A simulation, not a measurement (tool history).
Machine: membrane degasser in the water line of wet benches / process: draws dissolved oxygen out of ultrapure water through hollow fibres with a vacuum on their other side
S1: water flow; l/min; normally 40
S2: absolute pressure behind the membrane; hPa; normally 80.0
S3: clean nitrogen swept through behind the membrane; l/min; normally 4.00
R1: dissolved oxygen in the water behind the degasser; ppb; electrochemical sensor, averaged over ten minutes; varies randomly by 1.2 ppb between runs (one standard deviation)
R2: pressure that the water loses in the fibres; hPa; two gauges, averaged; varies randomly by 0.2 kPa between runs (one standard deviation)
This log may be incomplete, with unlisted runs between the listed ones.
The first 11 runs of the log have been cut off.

{"run": 12, "hour": 421.0, "S1": 38, "S2": 80.0, "S3": 4.0, "R1": 114.0, "R2": 403.3}
{"run": 13, "hour": 470.4, "S1": 38, "S2": 80.0, "S3": 4.0, "R1": 115.4, "R2": 406.0}
{"run": 14, "hour": 496.4, "S1": 38, "S2": 80.0, "S3": 4.0, "R1": 113.5, "R2": 406.9}
{"run": 15, "hour": 518.0, "S1": 38, "S2": 80.0, "S3": 4.0, "R1": 113.4, "R2": 408.8}
{"run": 16, "hour": 549.9, "S1": 38, "S2": 80.0, "S3": 4.0, "R1": 115.1, "R2": 408.1}
{"run": 17, "hour": 598.7, "S1": 60, "S2": 104.4, "S3": 9.34, "R1": 134.3, "R2": 639.2}
{"run": 18, "hour": 644.6, "S1": 60, "S2": 104.4, "S3": 9.34, "R1": 132.2, "R2": 643.2}
{"run": 19, "hour": 695.4, "S1": 46, "S2": 159.3, "S3": 9.34, "R1": 160.2, "R2": 492.3}
{"run": 20, "hour": 746.9, "S1": 46, "S2": 159.3, "S3": 9.34, "R1": 159.8, "R2": 494.3}
{"run": 21, "hour": 782.5, "S1": 34, "S2": 109.8, "S3": 9.85, "R1": 69.0, "R2": 364.0}
{"run": 22, "hour": 827.0, "S1": 62, "S2": 88.7, "S3": 2.68, "R1": 305.1, "R2": 663.0}
{"run": 23, "hour": 871.7, "S1": 40, "S2": 102.4, "S3": 6.99, "R1": 103.4, "R2": 427.1}
{"run": 24, "hour": 919.2, "S1": 40, "S2": 176.9, "S3": 3.2, "R1": 409.8, "R2": 431.7}
{"run": 25, "hour": 965.0, "S1": 40, "S2": 176.9, "S3": 3.2, "R1": 412.6, "R2": 427.0}
{"run": 26, "hour": 1004.2, "S1": 30, "S2": 59.1, "S3": 4.0, "R1": 51.2, "R2": 322.7}
{"run": 27, "hour": 1041.8, "S1": 40, "S2": 80.0, "S3": 8.37, "R1": 62.9, "R2": 428.6}
{"run": 28, "hour": 1085.9, "S1": 52, "S2": 67.6, "S3": 4.0, "R1": 123.5, "R2": 560.6}
{"run": 29, "hour": 1126.7, "S1": 40, "S2": 154.1, "S3": 8.55, "R1": 144.8, "R2": 430.7}
{"run": 30, "hour": 1175.7, "S1": 40, "S2": 154.1, "S3": 8.55, "R1": 145.2, "R2": 431.2}
{"run": 31, "hour": 1225.9, "S1": 40, "S2": 154.1, "S3": 8.55, "R1": 146.1, "R2": 425.6}
{"run": 32, "hour": 1247.8, "S1": 48, "S2": 80.0, "S3": 3.45, "R1": 165.6, "R2": 519.9}

Consider 4 possible next runs. They are alternatives, not a sequence: every one starts from the tool as it was left by run 32. What does each give?
{"run": "A", "hour": 1282.5, "S1": 48, "S2": 80.0, "S3": 4.24, "R1": "?", "R2": "?"}
{"run": "B", "hour": 1282.5, "S1": 33, "S2": 142.5, "S3": 6.99, "R1": "?", "R2": "?"}
{"run": "C", "hour": 1282.5, "S1": 48, "S2": 170.9, "S3": 3.2, "R1": "?", "R2": "?"}
{"run": "D", "hour": 1282.5, "S1": 40, "S2": 62.7, "S3": 4.0, "R1": "?", "R2": "?"}

run=A R1=137.1 R2=517.6
run=B R1=129.1 R2=355.9
run=C R1=463.5 R2=515.9
run=D R1=81.7 R2=428.0
Stripped of hidden state, with their random variation kept, the same runs would have yielded:
run=A R1=133.9 R2=508.9
run=B R1=127.6 R2=349.9
run=C R1=459.7 R2=507.3
run=D R1=79.1 R2=420.8
